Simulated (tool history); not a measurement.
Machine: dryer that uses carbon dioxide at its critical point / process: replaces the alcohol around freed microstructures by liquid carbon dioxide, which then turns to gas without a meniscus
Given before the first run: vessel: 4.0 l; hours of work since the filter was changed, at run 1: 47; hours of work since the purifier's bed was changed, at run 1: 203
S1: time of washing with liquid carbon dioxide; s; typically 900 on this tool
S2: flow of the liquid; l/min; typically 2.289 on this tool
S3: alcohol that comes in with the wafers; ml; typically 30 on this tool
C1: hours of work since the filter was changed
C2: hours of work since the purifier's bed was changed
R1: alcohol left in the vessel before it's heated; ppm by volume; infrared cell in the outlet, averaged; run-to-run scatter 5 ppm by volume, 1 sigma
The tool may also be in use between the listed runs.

run     day    S1     S2   S3   C1   C2   R1
  1       0   900  2.289   30   47  203   63
  2   0.404   900  2.289   30   54  211   67
  3   0.783   900  2.289  103   61  217  106
  4   1.208   900  2.289  103   68  225  117
  5   1.479   900  2.289  103   73  229  125
  6   1.862   900  2.289  103   80  236  131
  7   2.175   900  2.289  103   85  242  126
  8   2.708   900  2.289   30   95  251   66
  9   3.029   900  2.289   30  100  257   79
 10    3.55   900  2.289   30  110  266   72
 11   3.821   900   3.01   30  114  271   70
 12   4.121   900  2.289   30  120  276   88
 13   4.504   900  2.289   30  126  283   82
 14   4.942   900  2.289   30  134  290   76
 15   5.325  1080  2.289   30  141  297   66
 16   5.788  1080  2.289   30  149  305   77
 17   6.121  1080  2.289   30  155  311   79
      6.192  -- inlet filter changed
 18   6.629   900  2.289   79    8  319  115
 19   6.875   900  2.289   64   12  324  108
 20   7.267   900  2.289   30   19  331   95
 21   7.517   900  2.289   98   23  335  122
 22   7.988   900  2.289   30   32  343   89
 23   8.267   900  2.289   30   37  348   95
 24   8.617   900   2.82  115   43  354   82
 25   8.846   660  2.289   30   47  358  176
 26   9.171   540   1.79   36   52  364  651
 27   9.633   540   1.79   36   61  372  666
 28   9.925   780   1.45   37   66  378  461
 29  10.375   960   3.06   53   74  385   84
 30    10.9   900  2.289   22   83  395   86
 31  11.183  1380   3.39   73   88  400   87
 32  11.475  1380   3.39   73   93  405   87
 33  11.867  1380   3.39   73  100  412   85
 34  12.258   600   1.48   22  107  419  541
 35  12.796   900   2.02   24  116  428  127
 36  13.312   900   1.67   24  125  437  181
 37  13.783   900   1.67   24  134  445  187
 38  14.017   900   1.67   24  138  450  195
 39  14.275   540   2.78   30  142  454  197
 40    14.8   540   2.78   30  152  463  192
      15.05  -- inlet filter changed
 41  15.246   540   2.78   30    3  471  176
 42  15.646   540   2.78   30   11  478  186
 43  15.908   540   1.92   31   15  482  476
 44  16.362   960   2.07  101   23  490  173
 45  16.883   960   2.07  101   32  499  186
 46  17.392   900   2.14  111   41  508  196

Consider 4 possible next runs. They are alternatives, not a sequence: every one starts from the tool as it was left by run 46. What does each give?
  A  17.925   660   2.14  111  51  518   ?
  B  17.925   840   2.03  111  51  518   ?
  C  17.925   900   1.95   71  51  518   ?
  D  17.925  1020  2.289   30  51  518   ?

run   R1
  A  569
  B  307
  C  217
  D  107
What these runs would have given with no unlogged condition in the tool:
run   R1
  A  427
  B  186
  C  108
  D    9
